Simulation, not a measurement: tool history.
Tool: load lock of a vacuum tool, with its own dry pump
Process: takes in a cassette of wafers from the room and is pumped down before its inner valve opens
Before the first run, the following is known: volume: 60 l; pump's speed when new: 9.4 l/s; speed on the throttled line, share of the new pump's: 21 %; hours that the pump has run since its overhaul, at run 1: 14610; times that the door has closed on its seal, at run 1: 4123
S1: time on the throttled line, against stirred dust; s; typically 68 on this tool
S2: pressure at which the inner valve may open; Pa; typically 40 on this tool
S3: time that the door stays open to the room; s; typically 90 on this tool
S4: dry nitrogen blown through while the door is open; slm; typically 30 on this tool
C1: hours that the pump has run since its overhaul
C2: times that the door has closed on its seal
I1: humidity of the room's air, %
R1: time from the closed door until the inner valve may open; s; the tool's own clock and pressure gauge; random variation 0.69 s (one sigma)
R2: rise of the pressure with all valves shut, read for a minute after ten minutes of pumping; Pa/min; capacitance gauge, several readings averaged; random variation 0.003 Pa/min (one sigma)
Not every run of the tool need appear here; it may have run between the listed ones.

run	hour	S1	S2	S3	S4	C1	C2	I1	R1	R2
1	0	68	40	90	30	14610	4123	48.4	111.1	0.052
2	163.3	68	40	90	30	14774	4314	44.8	112	0.059
3	257.4	87	40	90	30	14868	4424	45.6	126.3	0.049
4	383.4	68	40	90	30	14994	4571	48.6	110.6	0.06
5	520.8	68	40	90	30	15131	4731	45	110.5	0.05
6	608.9	68	40	90	29	15219	4834	42.4	110.8	0.05
7	742.4	68	40	90	29	15353	4990	47.5	110.9	0.053
8	907.6	68	40	90	29	15518	5183	43.9	109.9	0.053
9	1008.8	68	40	90	29	15619	5302	42.2	111	0.049
10	1138	68	38	90	29	15748	5452	46.2	111.6	0.055
11	1251.2	68	56	90	30	15862	5585	46.3	108.8	0.057
12	1418.1	68	56	90	30	16028	5780	47.3	109.5	0.058
13	1559.7	68	56	90	30	16170	5945	48.8	109.3	0.056
14	1736.2	66	68	201	26	16347	6151	43.1	105.8	0.078
15	1909	84	29	90	30	16519	6353	48.2	126.8	0.054
16	2078.2	84	52	90	30	16689	6551	44.8	122.4	0.056
17	2238	109	44	90	11	16848	6737	44.4	142.4	0.069
18	2414.4	42	49	90	11	17025	6944	43.3	90.4	0.071

Forecast run 19:
19	2581.1	42	59	90	11	17191	7138	42.7	?	?

Logged for run 19: R1 89.8 s, R2 0.069 Pa/min.
The same run, on a tool lacking any hidden state, would have yielded R1 80.9 s, R2 0.056 Pa/min.

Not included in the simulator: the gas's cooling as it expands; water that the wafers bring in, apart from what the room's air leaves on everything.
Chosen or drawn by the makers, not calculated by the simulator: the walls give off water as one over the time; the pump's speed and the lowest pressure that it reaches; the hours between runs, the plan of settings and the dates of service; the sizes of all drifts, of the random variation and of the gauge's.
